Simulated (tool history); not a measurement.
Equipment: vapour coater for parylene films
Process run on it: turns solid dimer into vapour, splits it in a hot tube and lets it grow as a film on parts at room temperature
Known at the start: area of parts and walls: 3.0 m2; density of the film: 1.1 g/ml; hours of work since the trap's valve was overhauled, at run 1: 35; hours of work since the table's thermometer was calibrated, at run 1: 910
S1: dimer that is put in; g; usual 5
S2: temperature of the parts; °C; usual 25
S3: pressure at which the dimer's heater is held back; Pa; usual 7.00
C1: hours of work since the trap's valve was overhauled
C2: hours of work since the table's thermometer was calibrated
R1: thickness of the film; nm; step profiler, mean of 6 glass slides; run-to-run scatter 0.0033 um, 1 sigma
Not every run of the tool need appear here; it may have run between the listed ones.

run,hour,S1,S2,S3,C1,C2,R1
1,0.0,5,25,7.00,35,910,629
2,28.9,5,25,7.00,60,935,625
3,53.1,5,25,7.00,80,955,628
4,78.4,2,25,7.00,102,977,248
5,118.0,5,26,7.00,135,1010,582
6,138.9,5,26,7.00,153,1028,589
7,185.0,5,25,5.23,192,1067,639
8,224.6,5,25,5.23,226,1101,636
9,251.1,5,25,5.23,248,1124,627
10,274.3,5,25,10.18,268,1143,556
11,316.8,5,25,10.18,304,1179,551
12,346.6,5,25,10.18,330,1205,549
13,366.0,5,25,10.18,346,1221,553
14,406.7,5,25,7.00,381,1256,583
# hour 443.9: trap's valve overhauled
15,443.9,2,30,8.36,0,1284,190
16,480.4,5,25,5.50,31,1315,651
17,501.1,4,37,9.40,49,1333,262
18,546.9,4,37,9.40,87,1372,267
19,585.7,4,21,10.46,120,1405,551
20,627.1,4,23,5.35,156,1440,566
21,655.4,5,22,7.00,180,1464,705
22,678.0,5,25,10.34,199,1483,561
23,702.6,3,25,10.34,220,1504,335
24,740.5,5,28,7.00,252,1536,517
25,772.5,5,19,11.49,279,1563,718
26,809.9,5,19,11.49,311,1595,708
27,849.4,3,28,6.72,345,1629,304

A few steps of R1 between consecutive runs. Split each: what settings, incoming material and random variation would produce without the hidden state, and what is left over for the hidden state, along with gauge scatter present in only one of the two compared results (measured, and without hidden state):
Unlogged tool condition in this case: vapour lost through the trap's worn valve, %; true temperature of the parts over the reading, C; drift of the gauge itself on film_um, %.
Run 14 -> 15: S1 5 -> 2, S2 25 -> 30, S3 7.00 -> 8.36, trap's valve overhauled. R1 -393 nm: hidden state +61, all else -454.
Run 15 -> 16: S1 2 -> 5, S2 30 -> 25, S3 8.36 -> 5.50. R1 +461 nm: hidden state -20, all else +481.
Run 26 -> 27: S1 5 -> 3, S2 19 -> 28, S3 11.49 -> 6.72. R1 -404 nm: hidden state +42, all else -446.

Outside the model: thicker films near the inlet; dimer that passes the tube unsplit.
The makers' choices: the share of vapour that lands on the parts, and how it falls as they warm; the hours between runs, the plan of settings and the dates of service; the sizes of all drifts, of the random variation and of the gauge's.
